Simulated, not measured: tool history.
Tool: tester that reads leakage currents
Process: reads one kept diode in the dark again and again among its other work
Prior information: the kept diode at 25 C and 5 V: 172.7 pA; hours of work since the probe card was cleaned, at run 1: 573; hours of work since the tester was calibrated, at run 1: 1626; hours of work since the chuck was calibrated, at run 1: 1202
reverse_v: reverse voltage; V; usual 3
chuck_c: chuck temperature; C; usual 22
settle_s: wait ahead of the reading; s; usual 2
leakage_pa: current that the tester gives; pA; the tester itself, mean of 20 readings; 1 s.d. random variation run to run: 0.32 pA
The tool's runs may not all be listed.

| run | hour | reverse_v | chuck_c | settle_s | hours of work since the probe card was cleaned | hours of work since the tester was calibrated | hours of work since the chuck was calibrated | leakage_pa |
|---|---|---|---|---|---|---|---|---|
| 1 | 0 | 3 | 22 | 2 | 573 | 1626 | 1202 | 117.79 |
| 2 | 65.8 | 17.44 | 22 | 2 | 615 | 1669 | 1245 | 266.99 |
| 3 | 111.7 | 17.44 | 22 | 2 | 645 | 1698 | 1274 | 269.58 |
| 4 | 158 | 3 | 30 | 2 | 675 | 1728 | 1304 | 226.04 |
| 5 | 198.8 | 3 | 30 | 2 | 701 | 1755 | 1331 | 225.3 |
| 6 | 254.2 | 3 | 30 | 2 | 737 | 1790 | 1366 | 227.14 |
| 7 | 329.6 | 1.29 | 22 | 2 | 786 | 1839 | 1415 | 81.07 |
| 8 | 393 | 1.29 | 22 | 2 | 826 | 1880 | 1456 | 81.58 |
| 9 | 468.1 | 3 | 46 | 2 | 875 | 1928 | 1504 | 755.29 |
| 10 | 504.6 | 3 | 46 | 2 | 898 | 1952 | 1528 | 756.62 |
| 11 | 559.9 | 3 | 59 | 2 | 934 | 1987 | 1563 | 1827.97 |
|  | 569.8 | probe card cleaned and baked |
| 12 | 608.3 | 3 | 59 | 2 | 25 | 2017 | 1593 | 1829.01 |
| 13 | 674.3 | 3 | 59 | 2 | 67 | 2059 | 1635 | 1836.65 |
| 14 | 729.1 | 3 | 52 | 0.62 | 103 | 2095 | 1671 | 1148.99 |
| 15 | 773.4 | 17.3 | 52 | 1.06 | 131 | 2123 | 1699 | 2574.71 |
|  | 803.1 | probe card cleaned and baked, once more |
| 16 | 843.2 | 5.91 | 46 | 0.48 | 26 | 2166 | 1742 | 1042.84 |
| 17 | 914.2 | 5.91 | 32 | 0.35 | 72 | 2212 | 1788 | 371.22 |
| 18 | 950 | 5.91 | 32 | 0.35 | 95 | 2235 | 1811 | 373.13 |
| 19 | 1026.9 | 3 | 52 | 3.4 | 144 | 2285 | 1861 | 1160.93 |
| 20 | 1076.1 | 2.61 | 47 | 7.11 | 176 | 2316 | 1892 | 773.31 |
| 21 | 1115.2 | 2.61 | 47 | 7.11 | 201 | 2342 | 1918 | 783.51 |
| 22 | 1174.6 | 4.82 | 47 | 7.11 | 240 | 2380 | 1956 | 1029.35 |
| 23 | 1221.3 | 5.88 | 51 | 0.92 | 270 | 2410 | 1986 | 1498.26 |
| 24 | 1295.6 | 1.13 | 54 | 2 | 318 | 2458 | 2034 | 861.96 |
| 25 | 1356 | 7.08 | 37 | 0.52 | 357 | 2497 | 2073 | 602.21 |

Here are 3 independent what-if runs from the current tool condition. What would each one return?
| A | 1397.4 | 4.89 | 22 | 2 | 383 | 2524 | 2100 | ? |
| B | 1397.4 | 3 | 22 | 9.89 | 383 | 2524 | 2100 | ? |
| C | 1397.4 | 3 | 22 | 9.98 | 383 | 2524 | 2100 | ? |

| run | leakage_pa |
|---|---|
| A | 158.09 |
| B | 125.77 |
| C | 125.54 |
Had the tool no hidden state, the same runs would have come out as:
| run | leakage_pa |
|---|---|
| A | 134.07 |
| B | 106.73 |
| C | 106.54 |

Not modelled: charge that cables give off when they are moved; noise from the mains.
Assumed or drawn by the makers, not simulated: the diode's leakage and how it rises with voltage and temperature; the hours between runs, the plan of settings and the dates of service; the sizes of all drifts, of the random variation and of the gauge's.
